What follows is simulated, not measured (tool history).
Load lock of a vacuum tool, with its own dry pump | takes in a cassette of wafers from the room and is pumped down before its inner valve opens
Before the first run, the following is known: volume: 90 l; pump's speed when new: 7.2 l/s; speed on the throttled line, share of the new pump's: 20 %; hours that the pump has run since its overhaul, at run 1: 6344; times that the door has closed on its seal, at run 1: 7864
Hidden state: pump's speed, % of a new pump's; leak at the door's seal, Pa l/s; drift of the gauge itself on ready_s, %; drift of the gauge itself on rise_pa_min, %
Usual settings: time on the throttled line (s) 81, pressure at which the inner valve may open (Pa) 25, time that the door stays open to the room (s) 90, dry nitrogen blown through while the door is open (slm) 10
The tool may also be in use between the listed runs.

run,hour,time on the throttled line (s),pressure at which the inner valve may open (Pa),time that the door stays open to the room (s),dry nitrogen blown through while the door is open (slm),hours that the pump has run since its overhaul,times that the door has closed on its seal,"incoming humidity of the room's air, %",time from the closed door until the inner valve may open (s),rise of the pressure with all valves shut (Pa/min)
1,0.0,81,25,90,10,6344,7864,44.8,176.0,0.066
2,214.8,81,25,90,10,6559,8131,46.0,180.4,0.073
3,400.2,81,25,90,10,6745,8361,44.1,179.7,0.074
4,762.0,81,25,90,10,7106,8809,46.0,181.7,0.073
5,962.9,81,25,90,10,7307,9058,48.1,180.2,0.084
6,1165.1,81,25,90,10,7509,9309,48.2,180.0,0.084
7,1485.2,81,25,90,10,7830,9705,44.9,181.6,0.081
8,1745.8,81,25,90,10,8090,10028,44.1,181.4,0.077
9,2094.3,81,25,90,10,8439,10460,43.0,183.7,0.082
10,2416.7,81,26,90,10,8761,10860,42.2,184.4,0.082
11,2802.1,81,25,90,10,9146,11338,42.4,183.3,0.086
12,3112.3,81,25,90,10,9457,11722,46.3,183.9,0.088
13,3371.6,81,25,90,10,9716,12044,44.3,186.1,0.089
14,3674.6,81,21,90,10,10019,12419,43.1,188.5,0.084
# hour 3842.7: dry pump taken out, an overhauled one fitted
15,4012.1,81,21,90,10,169,12830,43.3,173.7,0.098
16,4323.3,81,21,90,10,481,13216,47.0,174.0,0.099
17,4485.9,81,21,90,10,643,13418,46.4,173.1,0.102
18,4721.8,81,25,207,9,879,13710,41.7,173.3,0.128
19,4908.4,81,25,209,5,1066,13941,44.3,172.5,0.152
20,5261.4,81,19,181,10,1419,14379,44.4,175.5,0.120
21,5600.5,81,19,181,10,1758,14799,44.1,176.3,0.128
22,5893.1,81,19,181,10,2050,15162,47.1,177.2,0.141
23,6261.3,81,25,146,10,2419,15618,45.9,174.1,0.128
24,6633.4,81,36,146,10,2791,16079,47.1,167.8,0.131
25,6905.8,81,25,90,20,3063,16417,44.5,173.8,0.102
26,7207.8,40,25,90,20,3365,16791,43.9,143.6,0.104
27,7457.1,69,25,40,10,3614,17101,46.3,166.2,0.104
28,7656.1,102,32,75,8,3813,17347,47.7,188.9,0.113
29,7827.8,102,32,75,8,3985,17560,45.6,191.0,0.114
30,8060.9,102,32,75,8,4218,17849,45.1,189.3,0.119
31,8380.9,114,25,175,9,4538,18246,41.4,204.4,0.142
32,8542.3,114,25,175,9,4700,18446,48.4,205.4,0.152

What if the next run were any one of these 4? Each begins from the tool's condition after run 32:
A,8716.5,81,40,138,29,4874,18662,47.9,?,?
B,8716.5,81,27,90,10,4874,18662,48.4,?,?
C,8716.5,130,19,90,31,4874,18662,44.0,?,?
D,8716.5,72,19,175,32,4874,18662,38.9,?,?

run,time from the closed door until the inner valve may open (s),rise of the pressure with all valves shut (Pa/min)
A,171.7,0.124
B,177.0,0.130
C,221.4,0.108
D,176.2,0.115
Stripped of hidden state, with their random variation kept, the same runs would have yielded:
run,time from the closed door until the inner valve may open (s),rise of the pressure with all valves shut (Pa/min)
A,163.2,0.049
B,168.0,0.054
C,212.9,0.033
D,166.2,0.039
